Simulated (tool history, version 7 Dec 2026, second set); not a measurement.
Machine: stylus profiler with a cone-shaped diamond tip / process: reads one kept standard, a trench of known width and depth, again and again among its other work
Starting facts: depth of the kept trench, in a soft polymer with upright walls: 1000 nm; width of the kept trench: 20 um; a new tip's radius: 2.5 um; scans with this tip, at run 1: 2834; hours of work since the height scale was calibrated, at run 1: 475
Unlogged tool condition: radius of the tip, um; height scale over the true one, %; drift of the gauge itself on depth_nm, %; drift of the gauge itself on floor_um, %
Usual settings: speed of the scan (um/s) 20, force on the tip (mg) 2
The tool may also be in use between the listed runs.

| run | hour | speed of the scan (um/s) | force on the tip (mg) | scans with this tip | hours of work since the height scale was calibrated | depth of the trench (nm) | width of the trench's floor (µm) |
|---|---|---|---|---|---|---|---|
| 1 | 0 | 20 | 2 | 2834 | 475 | 1010.04 | 15.71 |
| 2 | 42.2 | 9 | 2 | 2980 | 500 | 1009.99 | 15.71 |
| 3 | 113.4 | 20 | 2 | 3227 | 541 | 1009.65 | 15.67 |
| 4 | 153.5 | 29 | 2 | 3366 | 564 | 1009.45 | 15.68 |
| 5 | 222.3 | 20 | 2 | 3605 | 604 | 1010.04 | 15.62 |
| 6 | 277 | 20 | 2 | 3795 | 636 | 1009.32 | 15.63 |
| 7 | 344.8 | 20 | 2 | 4029 | 675 | 1009.08 | 15.58 |
| 8 | 407.7 | 20 | 2 | 4248 | 712 | 1008.98 | 15.57 |
| 9 | 462.1 | 20 | 2 | 4436 | 744 | 1008.79 | 15.61 |
| 10 | 517 | 20 | 2 | 4627 | 775 | 1008.11 | 15.56 |
| 11 | 575.5 | 20 | 2 | 4829 | 809 | 1008.24 | 15.55 |
| 12 | 617.4 | 31 | 2 | 4975 | 834 | 1008.07 | 15.5 |
| 13 | 695.9 | 31 | 2 | 5247 | 879 | 1007.88 | 15.54 |
| 14 | 754.3 | 5 | 2 | 5449 | 913 | 1008.05 | 15.54 |
|  | 758.6 | height scale calibrated on a step standard |
| 15 | 830.2 | 5 | 2 | 5711 | 42 | 1005.76 | 15.58 |
| 16 | 901.3 | 5 | 2 | 5957 | 83 | 1005.07 | 15.5 |
| 17 | 975.5 | 23 | 2 | 6215 | 126 | 1004.86 | 15.44 |
| 18 | 1053.9 | 9 | 5.07 | 6486 | 172 | 1014.92 | 15.53 |
| 19 | 1118.4 | 7 | 5.81 | 6710 | 209 | 1016.95 | 15.5 |
|  | 1145.7 | height scale calibrated on a step standard, once more |
| 20 | 1197 | 35 | 1.46 | 6981 | 30 | 1009.36 | 15.37 |
| 21 | 1229.3 | 35 | 1.74 | 7093 | 49 | 1010.78 | 15.34 |
| 22 | 1298.6 | 14 | 2.07 | 7333 | 89 | 1011.74 | 15.43 |
| 23 | 1331.3 | 20 | 1.06 | 7446 | 108 | 1007.51 | 15.37 |
| 24 | 1390.1 | 20 | 1.06 | 7650 | 142 | 1007.06 | 15.34 |
| 25 | 1457.3 | 5 | 1.06 | 7883 | 181 | 1006.69 | 15.4 |
| 26 | 1508.4 | 6 | 1.55 | 8060 | 211 | 1008.97 | 15.44 |
| 27 | 1556.7 | 67 | 1.67 | 8228 | 239 | 1009.77 | 15.11 |
| 28 | 1590 | 33 | 2.53 | 8343 | 258 | 1012.56 | 15.28 |
| 29 | 1622.8 | 16 | 3.22 | 8457 | 277 | 1014.97 | 15.34 |
| 30 | 1666.6 | 16 | 3.22 | 8609 | 303 | 1015.24 | 15.43 |
| 31 | 1730.9 | 27 | 1.05 | 8832 | 340 | 1006.06 | 15.28 |
| 32 | 1774.6 | 7 | 2.5 | 8983 | 365 | 1012.05 | 15.32 |
| 33 | 1834.7 | 7 | 2.5 | 9192 | 400 | 1012.05 | 15.29 |
| 34 | 1896.5 | 7 | 2.5 | 9406 | 436 | 1012.04 | 15.28 |

A few steps of depth of the trench (nm) between consecutive runs. Split each: what settings, incoming material and random variation would produce without the hidden state, and what is left over for the hidden state, along with gauge scatter present in only one of the two compared results (measured, and without hidden state):
Run 14 -> 15: height scale calibrated on a step standard. depth of the trench (nm) -2.29: hidden state -2.28, all else -0.01.
Run 17 -> 18: speed of the scan (um/s) 23 -> 9, force on the tip (mg) 2 -> 5.07. depth of the trench (nm) +10.06: hidden state -0.28, all else +10.34.
Run 19 -> 20: speed of the scan (um/s) 7 -> 35, force on the tip (mg) 5.81 -> 1.46, height scale calibrated on a step standard, once more. depth of the trench (nm) -7.59: hidden state +7.27, all else -14.86.
Run 30 -> 31: speed of the scan (um/s) 16 -> 27, force on the tip (mg) 3.22 -> 1.05. depth of the trench (nm) -9.18: hidden state -0.16, all else -9.02.

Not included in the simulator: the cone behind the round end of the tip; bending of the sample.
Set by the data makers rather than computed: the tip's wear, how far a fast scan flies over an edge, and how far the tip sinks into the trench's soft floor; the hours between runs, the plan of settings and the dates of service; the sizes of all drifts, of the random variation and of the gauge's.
